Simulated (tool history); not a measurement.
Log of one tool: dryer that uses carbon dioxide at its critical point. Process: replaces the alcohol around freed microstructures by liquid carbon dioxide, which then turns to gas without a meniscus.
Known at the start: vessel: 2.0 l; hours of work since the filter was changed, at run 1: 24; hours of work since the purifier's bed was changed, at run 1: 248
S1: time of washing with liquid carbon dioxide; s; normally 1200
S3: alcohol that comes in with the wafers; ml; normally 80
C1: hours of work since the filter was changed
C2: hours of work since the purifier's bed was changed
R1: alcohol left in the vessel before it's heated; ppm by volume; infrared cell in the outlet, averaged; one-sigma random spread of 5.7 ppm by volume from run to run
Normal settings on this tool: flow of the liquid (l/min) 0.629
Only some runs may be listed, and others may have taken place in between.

run 1 hour=0 | S1=1200 flow_of_the_liquid_(l/min)=0.629 S3=80 | C1=24 C2=248 | R1=251
run 2 hour=9.5 | S1=1200 flow_of_the_liquid_(l/min)=0.629 S3=80 | C1=30 C2=255 | R1=239
run 3 hour=14.5 | S1=1200 flow_of_the_liquid_(l/min)=0.629 S3=80 | C1=34 C2=258 | R1=250
run 4 hour=21.3 | S1=1200 flow_of_the_liquid_(l/min)=0.629 S3=80 | C1=38 C2=263 | R1=242
run 5 hour=28.9 | S1=1200 flow_of_the_liquid_(l/min)=0.629 S3=80 | C1=44 C2=268 | R1=255
run 6 hour=37.5 | S1=1200 flow_of_the_liquid_(l/min)=0.629 S3=80 | C1=50 C2=274 | R1=252
run 7 hour=43.6 | S1=1200 flow_of_the_liquid_(l/min)=0.629 S3=80 | C1=54 C2=278 | R1=249
run 8 hour=51.1 | S1=1200 flow_of_the_liquid_(l/min)=0.629 S3=80 | C1=59 C2=284 | R1=257
run 9 hour=58.5 | S1=1200 flow_of_the_liquid_(l/min)=0.629 S3=26 | C1=64 C2=289 | R1=118
run 10 hour=62.7 | S1=1200 flow_of_the_liquid_(l/min)=0.629 S3=26 | C1=67 C2=292 | R1=124
run 11 hour=72.5 | S1=1200 flow_of_the_liquid_(l/min)=0.629 S3=29 | C1=74 C2=298 | R1=128
run 12 hour=82.4 | S1=1200 flow_of_the_liquid_(l/min)=0.629 S3=29 | C1=81 C2=305 | R1=139
run 13 hour=89.9 | S1=780 flow_of_the_liquid_(l/min)=0.567 S3=80 | C1=86 C2=310 | R1=1885
run 14 hour=95.3 | S1=1080 flow_of_the_liquid_(l/min)=1.029 S3=29 | C1=89 C2=314 | R1=66
run 15 hour=104.1 | S1=1080 flow_of_the_liquid_(l/min)=1.029 S3=29 | C1=96 C2=320 | R1=72
run 16 hour=108.2 | S1=1200 flow_of_the_liquid_(l/min)=0.629 S3=54 | C1=98 C2=323 | R1=196
run 17 hour=112.3 | S1=1860 flow_of_the_liquid_(l/min)=0.528 S3=80 | C1=101 C2=326 | R1=100
run 18 hour=116.5 | S1=1860 flow_of_the_liquid_(l/min)=0.608 S3=80 | C1=104 C2=329 | R1=78

Forecast run 19:
run 19 hour=123.6 | S1=1200 flow_of_the_liquid_(l/min)=0.99 S3=67 | C1=109 C2=334 | R1=?

Run 19 measured R1 73 ppm by volume.
Take away the tool's hidden state, keep the run-to-run variation as it was, and the same run would have given R1 16 ppm by volume.
